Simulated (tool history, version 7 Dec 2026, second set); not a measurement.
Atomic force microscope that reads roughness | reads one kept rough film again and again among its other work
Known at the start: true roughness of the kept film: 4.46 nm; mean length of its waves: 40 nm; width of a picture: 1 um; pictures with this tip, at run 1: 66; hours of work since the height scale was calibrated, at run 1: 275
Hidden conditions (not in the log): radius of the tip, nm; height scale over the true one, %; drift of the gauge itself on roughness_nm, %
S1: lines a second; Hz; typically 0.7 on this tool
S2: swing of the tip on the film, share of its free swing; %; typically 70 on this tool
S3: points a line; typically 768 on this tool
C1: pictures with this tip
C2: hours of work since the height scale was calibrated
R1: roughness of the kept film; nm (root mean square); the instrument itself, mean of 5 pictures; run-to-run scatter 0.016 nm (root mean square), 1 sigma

Run 1, day 0: usual settings; C1 66; C2 275. Result: R1 3.639 nm (root mean square).
Run 2, day 0.638: usual settings; C1 79; C2 281. Result: R1 3.598 nm (root mean square).
Run 3, day 1.05: usual settings; C1 88; C2 286. Result: R1 3.572 nm (root mean square).
Run 4, day 1.396: usual settings; C1 95; C2 289. Result: R1 3.542 nm (root mean square).
Run 5, day 1.775: usual settings; C1 103; C2 293. Result: R1 3.515 nm (root mean square).
Run 6, day 2.079: usual settings; C1 109; C2 296. Result: R1 3.486 nm (root mean square).
Run 7, day 2.633: usual settings; C1 121; C2 302. Result: R1 3.45 nm (root mean square).
Run 8, day 2.946: usual settings; C1 127; C2 305. Result: R1 3.431 nm (root mean square).
At day 3.05: height scale calibrated on a step standard.
Run 9, day 3.642: usual settings; C1 141; C2 6. Result: R1 3.371 nm (root mean square).
Run 10, day 4.029: usual settings but S2 72 %; C1 149; C2 10. Result: R1 3.357 nm (root mean square).
Run 11, day 4.562: usual settings but S2 72 %; C1 160; C2 16. Result: R1 3.334 nm (root mean square).
Run 12, day 4.962: usual settings but S2 75 %; C1 168; C2 20. Result: R1 3.261 nm (root mean square).
At day 5.258: height scale calibrated on a step standard, once more.
Run 13, day 5.554: usual settings but S1 2.212 Hz, S2 69 %; C1 180; C2 3. Result: R1 3.125 nm (root mean square).
Run 14, day 5.904: usual settings but S1 2.212 Hz, S2 69 %; C1 187; C2 7. Result: R1 3.09 nm (root mean square).
Run 15, day 6.329: usual settings but S1 2.212 Hz, S2 69 %; C1 196; C2 11. Result: R1 3.073 nm (root mean square).
Run 16, day 6.742: usual settings but S1 0.768 Hz, S2 68 %; C1 205; C2 15. Result: R1 3.181 nm (root mean square).
Run 17, day 7.371: usual settings but S1 2.244 Hz, S2 61 %, S3 460; C1 218; C2 22. Result: R1 3.067 nm (root mean square).
Run 18, day 8.008: usual settings but S1 2.244 Hz, S2 61 %, S3 460; C1 231; C2 29. Result: R1 3.056 nm (root mean square).
Run 19, day 8.508: usual settings but S1 2.244 Hz, S2 61 %, S3 460; C1 241; C2 34. Result: R1 3.02 nm (root mean square).
Run 20, day 8.904: usual settings but S1 2.11 Hz, S2 61 %, S3 621; C1 250; C2 38. Result: R1 3.025 nm (root mean square).
Run 21, day 9.2: usual settings but S1 2.11 Hz, S2 61 %, S3 621; C1 256; C2 41. Result: R1 2.993 nm (root mean square).
Run 22, day 9.8: usual settings but S1 2.11 Hz, S2 61 %, S3 621; C1 268; C2 47. Result: R1 2.952 nm (root mean square).
Run 23, day 10.379: usual settings but S1 3.113 Hz, S2 73 %, S3 360; C1 280; C2 53. Result: R1 2.734 nm (root mean square).
Run 24, day 10.812: usual settings but S1 3.113 Hz, S2 80 %, S3 360; C1 289; C2 58. Result: R1 2.553 nm (root mean square).

Below are 4 alternative next runs, each starting from the tool's condition after run 24. Predict each:
Run A, day 11.396: usual settings but S1 2.482 Hz, S2 64 %, S3 348; C1 302; C2 64. Result: R1 ?.
Run B, day 11.396: usual settings but S1 0.928 Hz, S2 55 %, S3 753; C1 302; C2 64. Result: R1 ?.
Run C, day 11.396: usual settings but S1 0.614 Hz, S2 57 %, S3 284; C1 302; C2 64. Result: R1 ?.
Run D, day 11.396: usual settings but S1 3.113 Hz, S2 80 %, S3 383; C1 302; C2 64. Result: R1 ?.

run     R1
  A  2.836
  B  2.968
  C  2.991
  D  2.537
Take away the tool's hidden state, keep each run's random variation, and the runs would have read:
run     R1
  A  3.782
  B  3.958
  C  3.988
  D  3.384
